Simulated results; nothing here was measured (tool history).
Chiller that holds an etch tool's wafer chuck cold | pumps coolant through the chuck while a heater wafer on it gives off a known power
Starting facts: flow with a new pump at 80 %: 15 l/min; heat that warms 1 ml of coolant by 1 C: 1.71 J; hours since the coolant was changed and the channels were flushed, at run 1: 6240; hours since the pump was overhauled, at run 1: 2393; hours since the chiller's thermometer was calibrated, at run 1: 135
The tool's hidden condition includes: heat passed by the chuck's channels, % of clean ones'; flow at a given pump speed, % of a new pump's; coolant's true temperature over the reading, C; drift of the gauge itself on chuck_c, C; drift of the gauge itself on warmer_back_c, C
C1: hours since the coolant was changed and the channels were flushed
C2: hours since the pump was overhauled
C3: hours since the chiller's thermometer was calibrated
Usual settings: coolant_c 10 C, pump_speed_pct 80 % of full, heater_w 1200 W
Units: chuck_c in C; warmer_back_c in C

Run 1, hour 0: usual settings; C1 6240; C2 2393; C3 135. Result: chuck_c 21.3 C, warmer_back_c 2.86 C.
Run 2, hour 59.3: usual settings; C1 6299; C2 2453; C3 194. Result: chuck_c 21.5 C, warmer_back_c 2.87 C.
Run 3, hour 88.5: usual settings but pump_speed_pct 65 % of full; C1 6328; C2 2482; C3 223. Result: chuck_c 23.8 C, warmer_back_c 3.54 C.
Run 4, hour 132.2: usual settings; C1 6372; C2 2526; C3 267. Result: chuck_c 21.6 C, warmer_back_c 2.86 C.
Run 5, hour 168.5: usual settings; C1 6408; C2 2562; C3 303. Result: chuck_c 21.4 C, warmer_back_c 2.87 C.
Run 6, hour 230.7: usual settings; C1 6470; C2 2624; C3 365. Result: chuck_c 21.5 C, warmer_back_c 2.89 C.
Run 7, hour 266.1: usual settings; C1 6506; C2 2659; C3 401. Result: chuck_c 21.5 C, warmer_back_c 2.86 C.
Run 8, hour 303.1: usual settings; C1 6543; C2 2696; C3 438. Result: chuck_c 21.6 C, warmer_back_c 2.87 C.
Run 9, hour 352.3: usual settings; C1 6592; C2 2746; C3 487. Result: chuck_c 21.6 C, warmer_back_c 2.86 C.
Run 10, hour 391.6: usual settings; C1 6631; C2 2785; C3 526. Result: chuck_c 21.5 C, warmer_back_c 2.89 C.
Run 11, hour 429.1: usual settings; C1 6669; C2 2823; C3 564. Result: chuck_c 21.7 C, warmer_back_c 2.88 C.
Run 12, hour 478.5: usual settings but pump_speed_pct 96 % of full; C1 6718; C2 2872; C3 613. Result: chuck_c 20.1 C, warmer_back_c 2.38 C.
Run 13, hour 518.6: usual settings but pump_speed_pct 96 % of full; C1 6758; C2 2912; C3 653. Result: chuck_c 20.1 C, warmer_back_c 2.36 C.
Run 14, hour 554.5: usual settings but pump_speed_pct 96 % of full; C1 6794; C2 2948; C3 689. Result: chuck_c 20 C, warmer_back_c 2.38 C.
Run 15, hour 614.2: usual settings; C1 6854; C2 3008; C3 749. Result: chuck_c 21.7 C, warmer_back_c 2.84 C.
Run 16, hour 674.3: usual settings; C1 6914; C2 3068; C3 809. Result: chuck_c 21.6 C, warmer_back_c 2.83 C.
Run 17, hour 709.5: usual settings; C1 6949; C2 3103; C3 844. Result: chuck_c 21.5 C, warmer_back_c 2.87 C.
Run 18, hour 755.2: usual settings but coolant_c 5 C, heater_w 805 W; C1 6995; C2 3149; C3 890. Result: chuck_c 12.8 C, warmer_back_c 1.91 C.
Run 19, hour 820.2: usual settings but pump_speed_pct 81 % of full, heater_w 1236 W; C1 7060; C2 3214; C3 955. Result: chuck_c 21.9 C, warmer_back_c 2.92 C.
Run 20, hour 863.4: usual settings but coolant_c 9 C, pump_speed_pct 96 % of full, heater_w 902 W; C1 7103; C2 3257; C3 998. Result: chuck_c 16.6 C, warmer_back_c 1.81 C.
Run 21, hour 925.7: usual settings but coolant_c 9 C, pump_speed_pct 96 % of full, heater_w 902 W; C1 7165; C2 3319; C3 1060. Result: chuck_c 16.5 C, warmer_back_c 1.8 C.
Run 22, hour 977.9: usual settings but pump_speed_pct 96 % of full, heater_w 902 W; C1 7218; C2 3371; C3 1112. Result: chuck_c 17.6 C, warmer_back_c 1.77 C.
Run 23, hour 1040: usual settings but pump_speed_pct 96 % of full, heater_w 902 W; C1 7280; C2 3433; C3 1175. Result: chuck_c 17.6 C, warmer_back_c 1.78 C.
Run 24, hour 1080.1: usual settings but pump_speed_pct 96 % of full, heater_w 902 W; C1 7320; C2 3474; C3 1215. Result: chuck_c 17.6 C, warmer_back_c 1.81 C.
Run 25, hour 1125: usual settings but coolant_c 16 C, pump_speed_pct 65 % of full, heater_w 702 W; C1 7365; C2 3518; C3 1260. Result: chuck_c 24.4 C, warmer_back_c 2.1 C.
Run 26, hour 1158.6: usual settings but coolant_c 5 C, pump_speed_pct 69 % of full; C1 7398; C2 3552; C3 1293. Result: chuck_c 18.4 C, warmer_back_c 3.35 C.
Run 27, hour 1189.2: usual settings but coolant_c 5 C, pump_speed_pct 69 % of full; C1 7429; C2 3583; C3 1324. Result: chuck_c 18.5 C, warmer_back_c 3.39 C.
Run 28, hour 1236.1: usual settings but coolant_c 17 C; C1 7476; C2 3630; C3 1371. Result: chuck_c 28.7 C, warmer_back_c 2.91 C.
Run 29, hour 1273.8: usual settings but coolant_c 17 C, heater_w 769 W; C1 7513; C2 3667; C3 1408. Result: chuck_c 24.4 C, warmer_back_c 1.81 C.
Run 30, hour 1335.2: usual settings but coolant_c 1 C, pump_speed_pct 87 % of full; C1 7575; C2 3729; C3 1470. Result: chuck_c 12.2 C, warmer_back_c 2.67 C.
Run 31, hour 1373.3: usual settings but pump_speed_pct 86 % of full, heater_w 972 W; C1 7613; C2 3767; C3 1508. Result: chuck_c 18.9 C, warmer_back_c 2.13 C.

What if the next run were any one of these 5? Each begins from the tool's condition after run 31:
Run A, hour 1405.2: usual settings but coolant_c 8 C, pump_speed_pct 99 % of full, heater_w 1301 W; C1 7645; C2 3799; C3 1540. Result: chuck_c ?, warmer_back_c ?.
Run B, hour 1405.2: usual settings but coolant_c 6 C, pump_speed_pct 69 % of full, heater_w 642 W; C1 7645; C2 3799; C3 1540. Result: chuck_c ?, warmer_back_c ?.
Run C, hour 1405.2: usual settings but coolant_c 9 C, pump_speed_pct 64 % of full, heater_w 818 W; C1 7645; C2 3799; C3 1540. Result: chuck_c ?, warmer_back_c ?.
Run D, hour 1405.2: usual settings but pump_speed_pct 86 % of full, heater_w 850 W; C1 7645; C2 3799; C3 1540. Result: chuck_c ?, warmer_back_c ?.
Run E, hour 1405.2: usual settings but pump_speed_pct 63 % of full; C1 7645; C2 3799; C3 1540. Result: chuck_c ?, warmer_back_c ?.

run  chuck_c  warmer_back_c
  A     18.8           2.54
  B     13.2           1.81
  C     18.8           2.49
  D     17.9            1.9
  E     24.5           3.68
Without the tool's unlogged condition, the same runs would have read:
run  chuck_c  warmer_back_c
  A       17           2.47
  B       12           1.76
  C     17.1           2.42
  D     16.5           1.85
  E     22.1           3.58
